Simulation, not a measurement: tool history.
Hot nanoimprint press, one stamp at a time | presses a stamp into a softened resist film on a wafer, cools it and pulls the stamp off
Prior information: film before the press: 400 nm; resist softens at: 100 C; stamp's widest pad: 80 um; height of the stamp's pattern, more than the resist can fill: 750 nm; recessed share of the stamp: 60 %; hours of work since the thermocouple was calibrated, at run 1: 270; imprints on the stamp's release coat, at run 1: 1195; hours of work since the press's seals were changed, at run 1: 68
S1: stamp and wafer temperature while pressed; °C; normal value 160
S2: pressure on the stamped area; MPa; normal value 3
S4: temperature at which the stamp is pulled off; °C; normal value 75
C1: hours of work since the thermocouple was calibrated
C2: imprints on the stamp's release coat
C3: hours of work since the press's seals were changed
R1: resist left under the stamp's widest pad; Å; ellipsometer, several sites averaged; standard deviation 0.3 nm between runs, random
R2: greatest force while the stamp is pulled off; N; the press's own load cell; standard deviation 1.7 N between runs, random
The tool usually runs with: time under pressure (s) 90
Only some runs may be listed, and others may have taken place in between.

{"run": 1, "hour": 0.0, "S1": 160, "S2": 3, "time under pressure (s)": 90, "S4": 75, "C1": 270, "C2": 1195, "C3": 68, "R1": 1494, "R2": 168}
{"run": 2, "hour": 31.3, "S1": 160, "S2": 3, "time under pressure (s)": 90, "S4": 69, "C1": 288, "C2": 1304, "C3": 86, "R1": 1498, "R2": 198}
{"run": 3, "hour": 60.4, "S1": 160, "S2": 3, "time under pressure (s)": 90, "S4": 75, "C1": 305, "C2": 1406, "C3": 103, "R1": 1500, "R2": 171}
{"run": 4, "hour": 87.2, "S1": 160, "S2": 3, "time under pressure (s)": 148, "S4": 75, "C1": 320, "C2": 1499, "C3": 119, "R1": 1249, "R2": 171}
{"hour": 112.7, "done": "plate thermocouple calibrated"}
{"run": 5, "hour": 130.2, "S1": 160, "S2": 3, "time under pressure (s)": 90, "S4": 75, "C1": 10, "C2": 1638, "C3": 142, "R1": 1499, "R2": 165}
{"run": 6, "hour": 152.9, "S1": 160, "S2": 3, "time under pressure (s)": 90, "S4": 75, "C1": 23, "C2": 1717, "C3": 155, "R1": 1499, "R2": 169}
{"run": 7, "hour": 180.6, "S1": 160, "S2": 3, "time under pressure (s)": 90, "S4": 75, "C1": 40, "C2": 1813, "C3": 171, "R1": 1496, "R2": 172}
{"run": 8, "hour": 211.0, "S1": 160, "S2": 3, "time under pressure (s)": 90, "S4": 75, "C1": 57, "C2": 1919, "C3": 189, "R1": 1504, "R2": 170}
{"run": 9, "hour": 238.4, "S1": 160, "S2": 3, "time under pressure (s)": 55, "S4": 75, "C1": 73, "C2": 2015, "C3": 205, "R1": 1786, "R2": 167}
{"run": 10, "hour": 262.5, "S1": 148, "S2": 3, "time under pressure (s)": 55, "S4": 75, "C1": 87, "C2": 2098, "C3": 219, "R1": 2646, "R2": 171}
{"hour": 273.6, "done": "stamp cleaned and given a new release coat"}
{"run": 11, "hour": 303.5, "S1": 160, "S2": 2.62, "time under pressure (s)": 90, "S4": 75, "C1": 108, "C2": 104, "C3": 240, "R1": 1632, "R2": 168}
{"run": 12, "hour": 324.3, "S1": 160, "S2": 2.62, "time under pressure (s)": 90, "S4": 75, "C1": 120, "C2": 177, "C3": 252, "R1": 1623, "R2": 171}
{"run": 13, "hour": 345.0, "S1": 160, "S2": 3, "time under pressure (s)": 102, "S4": 75, "C1": 132, "C2": 248, "C3": 264, "R1": 1443, "R2": 171}
{"run": 14, "hour": 386.9, "S1": 172, "S2": 3, "time under pressure (s)": 90, "S4": 75, "C1": 156, "C2": 394, "C3": 288, "R1": 1015, "R2": 167}
{"run": 15, "hour": 421.8, "S1": 172, "S2": 3, "time under pressure (s)": 90, "S4": 75, "C1": 177, "C2": 516, "C3": 308, "R1": 1014, "R2": 170}
{"run": 16, "hour": 463.9, "S1": 160, "S2": 3, "time under pressure (s)": 63, "S4": 75, "C1": 201, "C2": 662, "C3": 333, "R1": 1711, "R2": 167}
{"run": 17, "hour": 487.7, "S1": 149, "S2": 3, "time under pressure (s)": 63, "S4": 75, "C1": 215, "C2": 745, "C3": 347, "R1": 2476, "R2": 167}
{"run": 18, "hour": 526.8, "S1": 149, "S2": 3, "time under pressure (s)": 63, "S4": 75, "C1": 238, "C2": 881, "C3": 370, "R1": 2481, "R2": 166}
{"run": 19, "hour": 546.9, "S1": 153, "S2": 3, "time under pressure (s)": 63, "S4": 64, "C1": 249, "C2": 951, "C3": 381, "R1": 2173, "R2": 222}
{"run": 20, "hour": 584.4, "S1": 157, "S2": 3, "time under pressure (s)": 89, "S4": 79, "C1": 271, "C2": 1082, "C3": 403, "R1": 1687, "R2": 149}
{"run": 21, "hour": 609.7, "S1": 171, "S2": 3.91, "time under pressure (s)": 82, "S4": 61, "C1": 286, "C2": 1170, "C3": 418, "R1": 930, "R2": 232}
{"run": 22, "hour": 637.5, "S1": 151, "S2": 4.76, "time under pressure (s)": 82, "S4": 61, "C1": 302, "C2": 1266, "C3": 434, "R1": 1687, "R2": 235}
{"run": 23, "hour": 666.2, "S1": 160, "S2": 3.36, "time under pressure (s)": 90, "S4": 75, "C1": 319, "C2": 1366, "C3": 451, "R1": 1422, "R2": 172}
{"hour": 697.1, "done": "plate thermocouple calibrated"}
{"run": 24, "hour": 697.1, "S1": 151, "S2": 3, "time under pressure (s)": 154, "S4": 75, "C1": 0, "C2": 1463, "C3": 467, "R1": 1745, "R2": 170}
{"run": 25, "hour": 715.3, "S1": 152, "S2": 3, "time under pressure (s)": 60, "S4": 68, "C1": 11, "C2": 1527, "C3": 478, "R1": 2289, "R2": 202}
{"run": 26, "hour": 756.4, "S1": 152, "S2": 3.61, "time under pressure (s)": 104, "S4": 68, "C1": 35, "C2": 1670, "C3": 502, "R1": 1751, "R2": 203}
{"run": 27, "hour": 783.2, "S1": 160, "S2": 2.09, "time under pressure (s)": 78, "S4": 75, "C1": 50, "C2": 1763, "C3": 517, "R1": 1949, "R2": 171}
{"run": 28, "hour": 825.7, "S1": 160, "S2": 2.09, "time under pressure (s)": 78, "S4": 75, "C1": 75, "C2": 1911, "C3": 542, "R1": 1950, "R2": 167}
{"run": 29, "hour": 866.1, "S1": 167, "S2": 3.22, "time under pressure (s)": 90, "S4": 75, "C1": 98, "C2": 2052, "C3": 565, "R1": 1152, "R2": 171}

Predict each of these 3 candidate next runs independently; none follows another, all start after run 29:
{"hour": 888.9, "done": "stamp cleaned and given a new release coat"}
{"run": "A", "hour": 916.8, "S1": 160, "S2": 3.82, "time under pressure (s)": 90, "S4": 75, "C1": 124, "C2": 97, "C3": 591, "R1": "?", "R2": "?"}
{"hour": 888.9, "done": "stamp cleaned and given a new release coat"}
{"run": "B", "hour": 916.8, "S1": 160, "S2": 3, "time under pressure (s)": 163, "S4": 75, "C1": 124, "C2": 97, "C3": 591, "R1": "?", "R2": "?"}
{"hour": 888.9, "done": "stamp cleaned and given a new release coat"}
{"run": "C", "hour": 916.8, "S1": 161, "S2": 3, "time under pressure (s)": 117, "S4": 76, "C1": 124, "C2": 97, "C3": 591, "R1": "?", "R2": "?"}

run=A R1=1330 R2=170
run=B R1=1229 R2=169
run=C R1=1339 R2=163
The same runs, with their run-to-run variation unchanged, on a tool lacking any hidden condition would have given:
run=A R1=1307 R2=170
run=B R1=1208 R2=169
run=C R1=1317 R2=163
